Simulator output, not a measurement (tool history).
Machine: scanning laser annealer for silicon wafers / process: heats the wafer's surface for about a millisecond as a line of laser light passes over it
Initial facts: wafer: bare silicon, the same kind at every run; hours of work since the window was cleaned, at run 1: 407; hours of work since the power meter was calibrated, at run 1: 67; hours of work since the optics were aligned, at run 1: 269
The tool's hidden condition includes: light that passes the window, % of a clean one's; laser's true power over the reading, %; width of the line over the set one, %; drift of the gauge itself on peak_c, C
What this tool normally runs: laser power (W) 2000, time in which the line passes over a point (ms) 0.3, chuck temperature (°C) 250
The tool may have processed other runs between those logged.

run     day  laser power (W)  time in which the line passes over a point (ms)  chuck temperature (°C)  hours of work since the window was cleaned  hours of work since the power meter was calibrated  hours of work since the optics were aligned  highest temperature of the surface (°C)
  1       0             2000                                              0.3                     250                                         407                                                  67                                          269                                      967
  2   0.354             2000                                              0.3                     288                                         411                                                  71                                          273                                     1005
  3   0.667             2000                                              0.3                     288                                         414                                                  75                                          277                                     1006
  4   0.942             2000                                              0.3                     288                                         418                                                  78                                          280                                     1005
  5   1.442             2000                                              0.3                     288                                         424                                                  84                                          286                                     1002
  6   2.021             2000                                              0.3                     288                                         431                                                  91                                          293                                     1002
  7   2.408             2000                                              0.3                     288                                         435                                                  96                                          297                                     1006
  8   3.042             2000                                              0.3                     288                                         443                                                 103                                          305                                     1004
  9   3.662             2000                                              0.3                     288                                         450                                                 111                                          312                                     1001
 10   4.121             2000                                              0.3                     288                                         455                                                 116                                          318                                     1005
 11   4.712             2000                                              0.3                     288                                         462                                                 123                                          325                                     1006
 12    5.15             2000                                              0.3                     239                                         468                                                 128                                          330                                      950
 13   5.575             2000                                              0.3                     250                                         473                                                 133                                          335                                      961
 14   6.171             2000                                              0.3                     250                                         480                                                 140                                          342                                      963
 15   6.788             2000                                              0.3                     250                                         487                                                 148                                          349                                      965
 16   7.362             2091                                              0.3                     250                                         494                                                 155                                          356                                      999
 17   7.721             2000                                              0.3                     250                                         498                                                 159                                          360                                      963
 18   8.383             2000                                              0.3                     250                                         506                                                 167                                          368                                      959
 19   8.662             2000                                              0.3                     250                                         509                                                 170                                          372                                      963
 20   8.983             2000                                              0.3                     250                                         513                                                 174                                          375                                      961
 21   9.621             2000                                              0.3                     250                                         521                                                 181                                          383                                      958
 22   9.946             2003                                              0.3                     241                                         525                                                 185                                          387                                      949
 23  10.379             1827                                            0.366                     283                                         530                                                 190                                          392                                      975
 24  10.662             1827                                            0.366                     283                                         533                                                 194                                          395                                      975
 25    11.3             2000                                            0.245                     261                                         541                                                 201                                          403                                      910
 26    11.8             2133                                              0.3                     251                                         547                                                 207                                          409                                     1017
 27  12.262             2133                                            0.316                     273                                         552                                                 213                                          414                                     1053
 28  12.775             2133                                            0.316                     273                                         558                                                 219                                          420                                     1054
     13.046  -- optics aligned, line set to its width
 29  13.279             1723                                            0.262                     250                                         562                                                 222                                            3                                      805
 30  13.825             1723                                             0.21                     235                                         568                                                 229                                            9                                      741
 31  14.092             1723                                             0.21                     235                                         571                                                 232                                           12                                      735
 32  14.662             1723                                             0.21                     235                                         578                                                 239                                           19                                      735
 33  15.038             2132                                            0.308                     271                                         583                                                 243                                           24                                     1033
 34  15.346             1721                                            0.227                     265                                         586                                                 247                                           27                                      782
 35  15.867             2000                                            0.359                     272                                         592                                                 253                                           34                                     1029
 36  16.288             2071                                            0.347                     259                                         597                                                 258                                           38                                     1040
 37  16.792             2077                                            0.216                     244                                         603                                                 264                                           45                                      880
     17.038  -- optics aligned, line set to its width, once more
 38  17.362             1774                                            0.295                     261                                         608                                                 268                                            4                                      872
 39  17.754             1774                                            0.295                     261                                         612                                                 273                                            8                                      872
 40  18.217             1949                                              0.3                     249                                         618                                                 279                                           14                                      937
 41  18.804             1949                                            0.285                     249                                         625                                                 285                                           21                                      924
 42   19.45             1949                                            0.285                     249                                         632                                                 293                                           29                                      921

3 options for the next run, each taken on its own from the tool as it stands now. Forecast them:
  A  20.104             2187                                            0.307                     250                                         640                                                 301                                           36                                        ?
  B  20.104             2050                                            0.368                     229                                         640                                                 301                                           36                                        ?
  C  20.104             2141                                            0.294                     225                                         640                                                 301                                           36                                        ?

run  highest temperature of the surface (°C)
  A                                     1047
  B                                     1027
  C                                      987
Had the tool no hidden state, the same runs would have come out as:
run  highest temperature of the surface (°C)
  A                                     1089
  B                                     1069
  C                                     1027
